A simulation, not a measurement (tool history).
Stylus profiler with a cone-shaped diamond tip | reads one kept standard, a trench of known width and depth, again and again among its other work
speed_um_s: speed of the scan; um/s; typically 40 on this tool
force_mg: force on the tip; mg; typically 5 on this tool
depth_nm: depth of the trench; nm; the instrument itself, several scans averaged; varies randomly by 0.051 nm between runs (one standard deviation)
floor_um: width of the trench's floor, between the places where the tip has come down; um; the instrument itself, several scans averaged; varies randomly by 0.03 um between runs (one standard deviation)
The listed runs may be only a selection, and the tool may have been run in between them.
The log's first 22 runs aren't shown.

run    hour  speed_um_s  force_mg  depth_nm  floor_um
 23  1268.6          40         5    202.16     27.18
 24  1337.3          19     12.18    203.93     27.26
 25  1399.6          34      6.13    202.32     27.22
 26  1469.3          34      6.13    202.37     27.14
 27  1522.7          34      6.13    202.31      27.2
 28  1596.9          34     11.59    203.79     27.13
 29  1646.6          31      1.68    200.64     27.07
 30  1697.9          31      1.68    200.65     27.09
 31  1753.8          78       8.5    202.84     27.06
 32  1791.8          25      1.98    200.65     27.08
 33  1861.9          76      2.36    200.88     26.99
 34  1925.6          43     13.81    204.09     27.03
 35  1996.9          43     13.81    203.94     27.07
 36  2033.6          69     13.81    204.14     27.05
 37  2075.9          52      5.31    201.86        27
 38  2118.8          52      5.31    201.81     26.92
 39  2176.4          52      5.31    201.81     26.98
 40  2237.1         134      4.57    201.51     26.91
 41  2286.5          42       6.9    202.22     27.02
 42  2356.6          96      5.32    201.67     26.91
 43  2392.1          12      4.19    201.22     26.98
 44  2451.3          12      4.19    201.34     26.98
 45  2499.1          12      11.5    203.32     26.95
 46    2580          96      6.74    201.97     26.86

Branching from run 46: 4 alternative next runs. What would each branch give?
  A  2662.4          29      6.74         ?         ?
  B  2662.4          43      2.68         ?         ?
  C  2662.4         141      6.74         ?         ?
  D  2662.4          11      6.74         ?         ?

run  depth_nm  floor_um
  A    201.95     27.02
  B    200.67      26.9
  C    201.98     26.78
  D    201.96     26.93
Without the tool's unlogged condition, the same runs would have read:
run  depth_nm  floor_um
  A    202.88     28.06
  B     201.6     27.94
  C    202.91     27.82
  D    202.89     27.97

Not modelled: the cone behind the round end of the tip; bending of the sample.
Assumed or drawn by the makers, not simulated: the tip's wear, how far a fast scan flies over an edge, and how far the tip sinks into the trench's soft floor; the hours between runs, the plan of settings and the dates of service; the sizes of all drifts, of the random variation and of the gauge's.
